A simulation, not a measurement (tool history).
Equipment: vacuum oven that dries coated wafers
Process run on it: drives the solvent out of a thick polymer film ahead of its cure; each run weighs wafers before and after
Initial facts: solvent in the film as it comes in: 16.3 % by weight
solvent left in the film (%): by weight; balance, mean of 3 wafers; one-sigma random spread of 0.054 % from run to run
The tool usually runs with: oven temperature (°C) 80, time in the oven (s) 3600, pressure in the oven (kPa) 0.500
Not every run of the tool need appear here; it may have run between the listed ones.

run	day	oven temperature (°C)	time in the oven (s)	pressure in the oven (kPa)	solvent left in the film (%)
1	0.000	80	3600	0.500	2.19
2	0.271	80	4200	0.500	1.72
3	0.650	86	4200	0.500	1.05
4	1.054	86	4200	0.500	1.04
5	1.600	86	4200	0.500	0.92
6	2.038	91	4200	0.500	0.61
7	2.388	91	4200	0.500	0.66
8	2.875	80	3600	1.016	2.94
9	3.425	80	2220	0.500	4.14
10	3.725	80	3600	0.500	2.28
11	4.121	71	3600	0.352	4.09
12	4.500	80	2640	0.500	3.35
13	5.021	80	3060	1.296	3.78
14	5.429	74	4800	0.535	2.53
15	5.846	74	4800	0.535	2.61
16	6.404	93	4320	0.539	0.58
17	6.883	93	4320	0.539	0.59
18	7.296	93	4320	0.539	0.56
19	7.704	80	2640	0.391	3.21

Forecast each of these 4 alternatives for the next run:
A	8.158	80	3600	0.774	?
B	8.158	68	4500	0.857	?
C	8.158	87	2460	1.520	?
D	8.158	76	3600	0.500	?

run	solvent left in the film (%)
A	2.53
B	5.02
C	3.14
D	3.12
Without the tool's hidden state the same runs would have given:
run	solvent left in the film (%)
A	2.31
B	4.69
C	2.93
D	2.86
